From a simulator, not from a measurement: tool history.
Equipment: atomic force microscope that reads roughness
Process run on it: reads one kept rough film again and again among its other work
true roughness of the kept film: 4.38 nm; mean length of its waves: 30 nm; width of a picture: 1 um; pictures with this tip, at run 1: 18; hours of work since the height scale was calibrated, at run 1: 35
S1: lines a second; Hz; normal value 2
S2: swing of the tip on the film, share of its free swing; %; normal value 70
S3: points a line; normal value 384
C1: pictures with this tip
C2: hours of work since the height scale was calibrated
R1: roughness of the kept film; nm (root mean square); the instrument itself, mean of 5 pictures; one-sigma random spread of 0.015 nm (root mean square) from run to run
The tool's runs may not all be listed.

{"run": 1, "hour": 0.0, "S1": 2, "S2": 70, "S3": 384, "C1": 18, "C2": 35, "R1": 3.477}
{"run": 2, "hour": 14.4, "S1": 2, "S2": 70, "S3": 384, "C1": 31, "C2": 42, "R1": 3.382}
{"run": 3, "hour": 33.5, "S1": 2, "S2": 88, "S3": 384, "C1": 47, "C2": 52, "R1": 2.975}
{"run": 4, "hour": 43.6, "S1": 1.39, "S2": 88, "S3": 384, "C1": 56, "C2": 57, "R1": 3.102}
{"run": 5, "hour": 59.8, "S1": 2, "S2": 70, "S3": 555, "C1": 70, "C2": 65, "R1": 3.232}
{"run": 6, "hour": 76.2, "S1": 3.17, "S2": 70, "S3": 384, "C1": 84, "C2": 73, "R1": 3.02}
{"run": 7, "hour": 92.9, "S1": 2, "S2": 70, "S3": 840, "C1": 98, "C2": 81, "R1": 3.142}
{"run": 8, "hour": 102.7, "S1": 2, "S2": 70, "S3": 840, "C1": 106, "C2": 86, "R1": 3.099}
{"run": 9, "hour": 113.0, "S1": 2, "S2": 69, "S3": 384, "C1": 115, "C2": 91, "R1": 3.047}
{"run": 10, "hour": 125.2, "S1": 2, "S2": 69, "S3": 384, "C1": 126, "C2": 97, "R1": 3.008}
{"run": 11, "hour": 136.1, "S1": 2, "S2": 70, "S3": 384, "C1": 135, "C2": 103, "R1": 2.975}
{"run": 12, "hour": 152.6, "S1": 2, "S2": 73, "S3": 384, "C1": 149, "C2": 111, "R1": 2.878}
{"run": 13, "hour": 165.8, "S1": 2, "S2": 62, "S3": 384, "C1": 160, "C2": 117, "R1": 2.949}
{"run": 14, "hour": 183.7, "S1": 2, "S2": 62, "S3": 384, "C1": 176, "C2": 126, "R1": 2.907}
{"run": 15, "hour": 197.7, "S1": 2, "S2": 85, "S3": 384, "C1": 188, "C2": 133, "R1": 2.577}
{"run": 16, "hour": 212.6, "S1": 2, "S2": 85, "S3": 384, "C1": 201, "C2": 141, "R1": 2.526}
{"run": 17, "hour": 230.3, "S1": 2, "S2": 70, "S3": 384, "C1": 216, "C2": 149, "R1": 2.687}
{"run": 18, "hour": 249.7, "S1": 2, "S2": 70, "S3": 384, "C1": 232, "C2": 159, "R1": 2.668}
{"run": 19, "hour": 259.9, "S1": 2, "S2": 70, "S3": 384, "C1": 241, "C2": 164, "R1": 2.622}
{"run": 20, "hour": 281.4, "S1": 2, "S2": 70, "S3": 384, "C1": 259, "C2": 175, "R1": 2.59}
{"hour": 298.5, "done": "new tip fitted"}
{"run": 21, "hour": 302.9, "S1": 2.94, "S2": 70, "S3": 384, "C1": 3, "C2": 185, "R1": 3.425}
{"run": 22, "hour": 314.2, "S1": 2.94, "S2": 70, "S3": 384, "C1": 13, "C2": 191, "R1": 3.37}
{"run": 23, "hour": 326.1, "S1": 0.51, "S2": 78, "S3": 384, "C1": 23, "C2": 197, "R1": 3.588}
{"run": 24, "hour": 337.0, "S1": 0.75, "S2": 73, "S3": 354, "C1": 33, "C2": 202, "R1": 3.501}
{"run": 25, "hour": 356.7, "S1": 0.75, "S2": 73, "S3": 354, "C1": 50, "C2": 212, "R1": 3.428}
{"run": 26, "hour": 368.6, "S1": 2.68, "S2": 70, "S3": 938, "C1": 60, "C2": 218, "R1": 3.198}
{"run": 27, "hour": 390.8, "S1": 3.61, "S2": 84, "S3": 649, "C1": 79, "C2": 229, "R1": 2.662}
{"run": 28, "hour": 403.2, "S1": 0.58, "S2": 82, "S3": 437, "C1": 89, "C2": 235, "R1": 3.275}
{"run": 29, "hour": 414.7, "S1": 0.58, "S2": 75, "S3": 504, "C1": 99, "C2": 241, "R1": 3.25}
{"run": 30, "hour": 427.8, "S1": 2.46, "S2": 81, "S3": 504, "C1": 111, "C2": 247, "R1": 2.819}
{"run": 31, "hour": 446.6, "S1": 0.54, "S2": 81, "S3": 321, "C1": 127, "C2": 256, "R1": 3.107}
{"run": 32, "hour": 459.8, "S1": 0.54, "S2": 88, "S3": 268, "C1": 138, "C2": 263, "R1": 2.993}
{"run": 33, "hour": 478.8, "S1": 0.54, "S2": 88, "S3": 268, "C1": 154, "C2": 272, "R1": 2.968}
{"run": 34, "hour": 492.0, "S1": 2, "S2": 70, "S3": 768, "C1": 165, "C2": 279, "R1": 2.876}
{"run": 35, "hour": 503.6, "S1": 2, "S2": 73, "S3": 768, "C1": 175, "C2": 285, "R1": 2.797}
{"run": 36, "hour": 524.9, "S1": 2, "S2": 73, "S3": 844, "C1": 194, "C2": 295, "R1": 2.74}
{"run": 37, "hour": 544.3, "S1": 2, "S2": 66, "S3": 576, "C1": 210, "C2": 305, "R1": 2.78}
{"run": 38, "hour": 553.9, "S1": 2, "S2": 66, "S3": 576, "C1": 218, "C2": 310, "R1": 2.724}
{"run": 39, "hour": 573.3, "S1": 1.17, "S2": 60, "S3": 384, "C1": 235, "C2": 319, "R1": 2.769}
{"run": 40, "hour": 592.6, "S1": 1.03, "S2": 71, "S3": 526, "C1": 252, "C2": 329, "R1": 2.699}
{"run": 41, "hour": 611.1, "S1": 1.03, "S2": 71, "S3": 526, "C1": 268, "C2": 338, "R1": 2.638}
{"hour": 617.9, "done": "new tip fitted"}
{"run": 42, "hour": 630.1, "S1": 1.03, "S2": 71, "S3": 526, "C1": 10, "C2": 347, "R1": 3.631}
{"run": 43, "hour": 641.9, "S1": 1.64, "S2": 63, "S3": 384, "C1": 20, "C2": 353, "R1": 3.563}
{"run": 44, "hour": 657.5, "S1": 1.32, "S2": 63, "S3": 702, "C1": 34, "C2": 361, "R1": 3.551}

Describe how what the log doesn't record of the tool's condition differs between the last listed run preceding each entry between runs and the first listed run following it.
Run 20 -> run 21: new tip fitted (hour 298.5)
  radius of the tip, nm: 29.5 -> 7.7; height scale over the true one, %: 0.12 -> 0.13
  the result without the hidden state subtracted from the measured one, R1: -0.981 -> -0.034 nm (root mean square)
Run 41 -> run 42: new tip fitted (hour 617.9)
  radius of the tip, nm: 30.5 -> 8.3; height scale over the true one, %: 0.26 -> 0.27
  the result without the hidden state subtracted from the measured one, R1: -1.039 -> -0.07 nm (root mean square)
